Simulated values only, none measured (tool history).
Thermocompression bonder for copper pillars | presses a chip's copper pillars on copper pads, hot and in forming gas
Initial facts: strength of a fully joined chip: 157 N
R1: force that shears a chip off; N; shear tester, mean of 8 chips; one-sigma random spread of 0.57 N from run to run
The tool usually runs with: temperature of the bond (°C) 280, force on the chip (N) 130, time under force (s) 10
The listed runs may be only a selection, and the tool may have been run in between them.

run 1 day=0 | temperature_of_the_bond_(°C)=280 force_on_the_chip_(N)=130 time_under_force_(s)=10 | R1=80.5
run 2 day=0.304 | temperature_of_the_bond_(°C)=280 force_on_the_chip_(N)=130 time_under_force_(s)=10 | R1=80.1
run 3 day=0.479 | temperature_of_the_bond_(°C)=280 force_on_the_chip_(N)=130 time_under_force_(s)=10 | R1=80.1
run 4 day=0.817 | temperature_of_the_bond_(°C)=280 force_on_the_chip_(N)=130 time_under_force_(s)=10 | R1=79.4
-- day=1.025 forming gas filter changed
run 5 day=1.208 | temperature_of_the_bond_(°C)=280 force_on_the_chip_(N)=113 time_under_force_(s)=10 | R1=72
run 6 day=1.388 | temperature_of_the_bond_(°C)=280 force_on_the_chip_(N)=113 time_under_force_(s)=10 | R1=72.7
run 7 day=1.625 | temperature_of_the_bond_(°C)=280 force_on_the_chip_(N)=113 time_under_force_(s)=10 | R1=73.3
run 8 day=1.979 | temperature_of_the_bond_(°C)=280 force_on_the_chip_(N)=113 time_under_force_(s)=10 | R1=72
run 9 day=2.258 | temperature_of_the_bond_(°C)=282 force_on_the_chip_(N)=122 time_under_force_(s)=15 | R1=91.9
run 10 day=2.6 | temperature_of_the_bond_(°C)=253 force_on_the_chip_(N)=104 time_under_force_(s)=28 | R1=70.5
run 11 day=2.808 | temperature_of_the_bond_(°C)=272 force_on_the_chip_(N)=87 time_under_force_(s)=6 | R1=39.8
run 12 day=3.129 | temperature_of_the_bond_(°C)=280 force_on_the_chip_(N)=132 time_under_force_(s)=10 | R1=85.4
run 13 day=3.4 | temperature_of_the_bond_(°C)=310 force_on_the_chip_(N)=132 time_under_force_(s)=15 | R1=123.4
run 14 day=3.571 | temperature_of_the_bond_(°C)=297 force_on_the_chip_(N)=92 time_under_force_(s)=8 | R1=64.4
run 15 day=3.929 | temperature_of_the_bond_(°C)=281 force_on_the_chip_(N)=131 time_under_force_(s)=17 | R1=99.1
run 16 day=4.171 | temperature_of_the_bond_(°C)=281 force_on_the_chip_(N)=131 time_under_force_(s)=17 | R1=101.7

Consider 3 possible next runs. They are alternatives, not a sequence: every one starts from the tool as it was left by run 16. What does each give?
run A day=4.458 | temperature_of_the_bond_(°C)=280 force_on_the_chip_(N)=125 time_under_force_(s)=6 | R1=?
run B day=4.458 | temperature_of_the_bond_(°C)=288 force_on_the_chip_(N)=177 time_under_force_(s)=7 | R1=?
run C day=4.458 | temperature_of_the_bond_(°C)=298 force_on_the_chip_(N)=145 time_under_force_(s)=12 | R1=?

run=A R1=67.5
run=B R1=107.7
run=C R1=113.1
Had the tool no hidden state, the same runs would have come out as:
run=A R1=65.1
run=B R1=105.2
run=C R1=110.9
